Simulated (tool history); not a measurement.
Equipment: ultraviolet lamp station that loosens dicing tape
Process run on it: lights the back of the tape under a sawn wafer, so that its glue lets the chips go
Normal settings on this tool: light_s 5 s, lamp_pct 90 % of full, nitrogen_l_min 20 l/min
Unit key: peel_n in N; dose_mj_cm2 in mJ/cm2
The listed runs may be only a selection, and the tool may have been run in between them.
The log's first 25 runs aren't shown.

run,hour,light_s,lamp_pct,nitrogen_l_min,hours of work of the lamp,hours of work since the window was cleaned,peel_n,dose_mj_cm2
26,455.0,6,61,11,683,63,1.830,214
27,480.2,6,61,11,700,80,1.829,211
28,492.0,10,90,11,707,87,0.379,521
29,504.4,8,90,24,715,95,0.359,418
30,527.9,5,86,16,730,111,1.211,245
31,541.2,5,69,11,739,119,2.042,195
32,555.8,5,71,14,749,129,1.825,200
33,579.2,6,90,14,764,144,0.885,300
34,596.2,4,74,13,775,155,2.470,165
35,621.3,5,78,20,791,171,1.374,214
36,636.2,5,78,20,801,181,1.399,213
37,662.4,5,78,20,818,198,1.411,211
38,682.9,5,96,21,831,211,0.934,254
39,702.7,5,96,21,844,224,0.973,258
40,723.5,5,96,21,857,237,1.019,257
41,747.8,9,66,20,873,253,0.698,310

Forecast each of these 4 alternatives for the next run:
A,761.1,9,90,20,882,262,?,?
B,761.1,9,73,17,882,262,?,?
C,761.1,9,74,12,882,262,?,?
D,761.1,3,65,6,882,262,?,?

run,peel_n,dose_mj_cm2
A,0.396,420
B,0.620,346
C,0.756,347
D,4.622,99
Take away the tool's hidden state, keep each run's random variation, and the runs would have read:
run,peel_n,dose_mj_cm2
A,0.271,604
B,0.337,497
C,0.391,499
D,3.473,144
